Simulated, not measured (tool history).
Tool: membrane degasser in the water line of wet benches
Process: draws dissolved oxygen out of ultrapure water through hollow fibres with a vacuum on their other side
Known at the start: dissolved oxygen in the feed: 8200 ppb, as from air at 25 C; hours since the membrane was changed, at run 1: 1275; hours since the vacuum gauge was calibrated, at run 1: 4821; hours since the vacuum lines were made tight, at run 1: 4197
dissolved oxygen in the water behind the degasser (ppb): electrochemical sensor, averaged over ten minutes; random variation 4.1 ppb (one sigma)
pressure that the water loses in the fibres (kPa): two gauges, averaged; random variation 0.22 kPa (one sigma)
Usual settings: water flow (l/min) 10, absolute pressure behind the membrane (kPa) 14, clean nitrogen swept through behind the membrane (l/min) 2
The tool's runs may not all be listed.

run	hour	water flow (l/min)	absolute pressure behind the membrane (kPa)	clean nitrogen swept through behind the membrane (l/min)	hours since the membrane was changed	hours since the vacuum gauge was calibrated	hours since the vacuum lines were made tight	dissolved oxygen in the water behind the degasser (ppb)	pressure that the water loses in the fibres (kPa)
1	0	10	14	2	1275	4821	4197	438	52.01
2	49.4	10	14	2	1324	4870	4247	444.5	52.07
3	110.6	10	14	2	1385	4931	4308	434.8	52.15
4	214.2	10	14	2	1489	5035	4412	447.1	52.3
5	262.7	10	14	2	1537	5083	4460	443.8	52.17
6	327.9	14	14	2	1602	5149	4525	663.4	73.21
7	399.9	14	14	2	1674	5221	4597	654.3	73.36
8	475.8	14	14	2	1750	5297	4673	663.3	73.91
9	561.5	14	14	2	1836	5382	4759	666.9	73.4
10	608.6	14	14	2	1883	5429	4806	671.9	73.71
11	680	14	14	2	1955	5501	4877	668.7	73.86
12	761.1	14	14	2	2036	5582	4958	662.2	74.2
13	873.1	10	14	2.63	2148	5694	5071	428	52.73
# hour 957.9: vacuum gauge calibrated
14	957.9	10	14	2.63	2232	0	5155	416.2	52.82
15	1039.3	10	14	2.63	2313	81	5236	413.1	52.97
16	1128.7	7	14	2	2403	171	5326	279.9	37.07
17	1230.2	7	14	2	2504	272	5427	283.5	37.29
18	1335.7	6	14	1.45	2610	378	5533	262.5	31.78
19	1390.9	12	14	2.32	2665	433	5588	560.4	63.68
20	1441.7	12	14	2.32	2716	484	5639	548.4	63.79
21	1488	10	19.5	5.56	2762	530	5685	395	53.23
22	1589.3	10	19.5	5.56	2863	631	5786	408.6	53.23
23	1649.6	8	30.8	3.53	2924	692	5846	401.1	42.62
24	1706.1	10	28.6	3.18	2980	748	5903	530	53.37
25	1782.7	10	28.6	3.18	3057	825	5980	533.1	53.36
26	1891.7	10	8.9	5.93	3166	934	6089	359.1	53.38
27	1986.8	8	14	0.81	3261	1029	6184	501.4	42.71
28	2087.9	8	14	0.81	3362	1130	6285	494.9	42.52
# hour 2165.2: seals of the vacuum lines changed
29	2196	12	18	4.44	3468	1236	31	522.1	64.72
30	2247.6	10	26.6	1.05	3520	1288	82	807.2	53.51
31	2306.8	7	22.9	2	3579	1347	142	355.7	37.81
32	2419.2	7	22.9	2	3691	1459	254	350.6	37.82

Hidden state at the last listed run before each entry between runs and at the first one after, where it differs:
Between runs 13 and 14: vacuum gauge calibrated (hour 957.9)
  membrane still open, %: 97.3 -> 97.2; true pressure behind the membrane over the reading, kPa: 0.37 -> -0.02; air that leaks in behind the membrane, l/min: 0.0325 -> 0.033
  measured less the result without the state, dissolved oxygen in the water behind the degasser (ppb): +38.8 -> +35.7; pressure that the water loses in the fibres (kPa): +1.4 -> +1.47
Between runs 28 and 29: seals of the vacuum lines changed (hour 2165.2)
  membrane still open, %: 95.8 -> 95.7; true pressure behind the membrane over the reading, kPa: 0.04 -> 0.05; air that leaks in behind the membrane, l/min: 0.0399 -> 0.0018
  measured less the result without the state, dissolved oxygen in the water behind the degasser (ppb): +59.3 -> +53.1; pressure that the water loses in the fibres (kPa): +1.8 -> +2.8

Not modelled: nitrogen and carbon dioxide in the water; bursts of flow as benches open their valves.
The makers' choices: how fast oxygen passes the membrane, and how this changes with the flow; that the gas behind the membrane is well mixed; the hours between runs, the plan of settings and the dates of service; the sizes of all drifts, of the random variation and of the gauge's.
